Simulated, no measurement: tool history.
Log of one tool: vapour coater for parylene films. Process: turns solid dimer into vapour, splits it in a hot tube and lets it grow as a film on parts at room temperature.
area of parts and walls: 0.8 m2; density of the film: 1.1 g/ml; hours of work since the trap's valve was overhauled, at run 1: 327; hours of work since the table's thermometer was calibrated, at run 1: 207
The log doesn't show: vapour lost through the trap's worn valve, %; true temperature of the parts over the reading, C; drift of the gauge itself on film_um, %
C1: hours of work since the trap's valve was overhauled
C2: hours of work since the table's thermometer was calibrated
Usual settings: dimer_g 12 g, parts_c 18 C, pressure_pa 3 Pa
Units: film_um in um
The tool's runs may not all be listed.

Run 1, hour 0: usual settings; C1 327; C2 207. Result: film_um 6.14 um.
Run 2, hour 8.3: usual settings; C1 334; C2 214. Result: film_um 6.18 um.
Run 3, hour 19.3: usual settings; C1 344; C2 223. Result: film_um 6.1 um.
Run 4, hour 31.2: usual settings but pressure_pa 3.68 Pa; C1 354; C2 234. Result: film_um 5.97 um.
Run 5, hour 45.4: usual settings but pressure_pa 3.68 Pa; C1 366; C2 246. Result: film_um 5.97 um.
Run 6, hour 55.9: usual settings but pressure_pa 3.68 Pa; C1 375; C2 255. Result: film_um 5.87 um.
Run 7, hour 63.4: usual settings but pressure_pa 6.09 Pa; C1 382; C2 262. Result: film_um 5.58 um.
Run 8, hour 77.7: usual settings but pressure_pa 6.09 Pa; C1 394; C2 274. Result: film_um 5.61 um.
Run 9, hour 91.5: usual settings but dimer_g 9 g, pressure_pa 6.09 Pa; C1 406; C2 286. Result: film_um 4.11 um.
Run 10, hour 100.1: usual settings but dimer_g 9 g, pressure_pa 6.09 Pa; C1 413; C2 293. Result: film_um 4.13 um.
Run 11, hour 112.7: usual settings but parts_c 26 C; C1 424; C2 304. Result: film_um 4.53 um.
Run 12, hour 128.8: usual settings but dimer_g 6 g, parts_c 24 C; C1 438; C2 318. Result: film_um 2.37 um.
Run 13, hour 141.2: usual settings but dimer_g 6 g, parts_c 24 C; C1 449; C2 329. Result: film_um 2.39 um.
At hour 143.4: table's thermometer calibrated.
At hour 157.9: trap's valve overhauled.
Run 14, hour 159.6: usual settings but dimer_g 6 g, parts_c 24 C, pressure_pa 4.69 Pa; C1 1; C2 10. Result: film_um 2.55 um.
Run 15, hour 168.3: usual settings but dimer_g 18 g, parts_c 11 C, pressure_pa 2.83 Pa; C1 9; C2 18. Result: film_um 12.85 um.
Run 16, hour 176: usual settings but dimer_g 18 g, parts_c 11 C, pressure_pa 2.83 Pa; C1 16; C2 25. Result: film_um 12.98 um.
Run 17, hour 187.8: usual settings but parts_c 29 C, pressure_pa 2.52 Pa; C1 26; C2 35. Result: film_um 4.71 um.
Run 18, hour 195: usual settings but dimer_g 8 g, parts_c 27 C, pressure_pa 2.78 Pa; C1 32; C2 41. Result: film_um 3.35 um.
At hour 207.5: table's thermometer calibrated, once more.
Run 19, hour 209.8: usual settings but dimer_g 8 g, parts_c 27 C, pressure_pa 2.78 Pa; C1 44; C2 2. Result: film_um 3.35 um.
Run 20, hour 227.1: usual settings but dimer_g 5 g, pressure_pa 7.76 Pa; C1 59; C2 17. Result: film_um 2.49 um.
Run 21, hour 240.6: usual settings but dimer_g 21 g, parts_c 11 C; C1 70; C2 29. Result: film_um 14.46 um.
Run 22, hour 256.3: usual settings but dimer_g 7 g, parts_c 11 C, pressure_pa 2.65 Pa; C1 84; C2 42. Result: film_um 4.96 um.

Forecast each of these 3 alternatives for the next run:
Run A, hour 271.3: usual settings but dimer_g 7 g; C1 97; C2 55. Result: film_um ?.
Run B, hour 271.3: usual settings but dimer_g 14 g, parts_c 13 C, pressure_pa 5.46 Pa; C1 97; C2 55. Result: film_um ?.
Run C, hour 271.3: usual settings but dimer_g 9 g, parts_c 14 C; C1 97; C2 55. Result: film_um ?.

run  film_um
  A     3.87
  B     8.43
  C     5.62
Without the tool's hidden state the same runs would have given:
run  film_um
  A     4.02
  B     8.76
  C     5.84

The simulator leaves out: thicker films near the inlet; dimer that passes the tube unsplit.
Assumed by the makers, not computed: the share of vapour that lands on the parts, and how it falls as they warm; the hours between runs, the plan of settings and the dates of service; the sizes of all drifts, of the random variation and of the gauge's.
